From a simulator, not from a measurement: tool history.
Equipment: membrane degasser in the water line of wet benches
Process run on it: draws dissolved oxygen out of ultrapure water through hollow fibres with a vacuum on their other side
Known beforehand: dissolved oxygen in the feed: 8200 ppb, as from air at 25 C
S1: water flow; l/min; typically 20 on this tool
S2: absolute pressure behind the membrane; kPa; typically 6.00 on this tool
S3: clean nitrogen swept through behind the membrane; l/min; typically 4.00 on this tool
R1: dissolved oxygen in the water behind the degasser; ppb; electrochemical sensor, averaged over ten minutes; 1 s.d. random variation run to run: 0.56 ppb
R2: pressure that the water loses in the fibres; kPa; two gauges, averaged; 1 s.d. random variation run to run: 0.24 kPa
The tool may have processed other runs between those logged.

run    hour  S1     S2    S3     R1     R2
  1     0.0  20   6.00  4.00   48.4  62.76
  2    89.7  20   6.00  4.00   47.5  62.24
  3   275.8  20   6.00  4.00   47.1  62.53
  4   356.2  20   6.00  4.00   47.2  62.63
  5   453.2  20   6.00  4.00   47.7  62.76
  6   587.3  20   6.00  4.00   48.3  62.55
  7   738.2  20   6.00  4.00   47.7  62.69
  8   883.7  20   6.00  4.00   47.3  62.69
  9  1054.9  20   6.00  4.00   47.0  62.51
 10  1232.7  20   6.00  4.00   48.8  62.55
 11  1355.7  20   6.00  4.00   48.0  63.06
 12  1517.5  20   6.00  4.00   48.3  62.77
 13  1611.0  20   6.00  4.00   47.6  62.37
 14  1778.5  20   6.00  4.00   47.3  62.58
 15  1949.7  20   6.00  4.00   48.4  62.77
 16  2070.9  20   6.00  4.00   47.6  62.64
 17  2227.8  20   6.00  4.00   48.4  62.93
 18  2308.3  20   6.36  5.16   44.2  62.59
 19  2437.9  20   7.16  5.16   51.4  62.57
 20  2546.5  20   7.16  5.16   51.6  62.70
 21  2733.7  20   7.16  5.16   51.5  62.78
 22  2861.7  13  10.42  5.65   41.8  40.42
 23  3027.8  19  10.42  2.46  139.7  59.48
 24  3112.7  19  10.42  2.46  144.9  59.60
     3138.0  -- seals of the vacuum lines changed
 25  3266.2  19  10.42  2.46  143.4  59.81
 26  3368.7  19  10.42  2.46  142.4  59.31
 27  3499.2  19  10.42  2.46  143.6  60.01
 28  3649.5  19  10.42  4.19   90.7  59.56
 29  3807.4  12   6.37  7.56   12.7  37.51
 30  3921.8  12   6.37  7.56   13.1  37.40
 31  4055.4  15  12.93  5.60   67.0  46.95
 32  4151.9  27   6.46  7.15   88.8  84.45
     4311.3  -- vacuum gauge calibrated
 33  4333.9  29  13.13  6.90  179.5  91.14

What if the next run were any one of these 3? Each begins from the tool's condition after run 33:
  A  4497.5  29   6.00  3.11   ?   ?
  B  4497.5  18   6.88  2.94   ?   ?
  C  4497.5  29  13.81  4.27   ?   ?

run     R1     R2
  A  140.2  90.57
  B   61.3  56.51
  C  245.8  90.94
With the hidden condition removed and each run's random variation left untouched, the same runs would have given:
run     R1     R2
  A  139.8  90.47
  B   61.2  56.45
  C  245.4  90.84

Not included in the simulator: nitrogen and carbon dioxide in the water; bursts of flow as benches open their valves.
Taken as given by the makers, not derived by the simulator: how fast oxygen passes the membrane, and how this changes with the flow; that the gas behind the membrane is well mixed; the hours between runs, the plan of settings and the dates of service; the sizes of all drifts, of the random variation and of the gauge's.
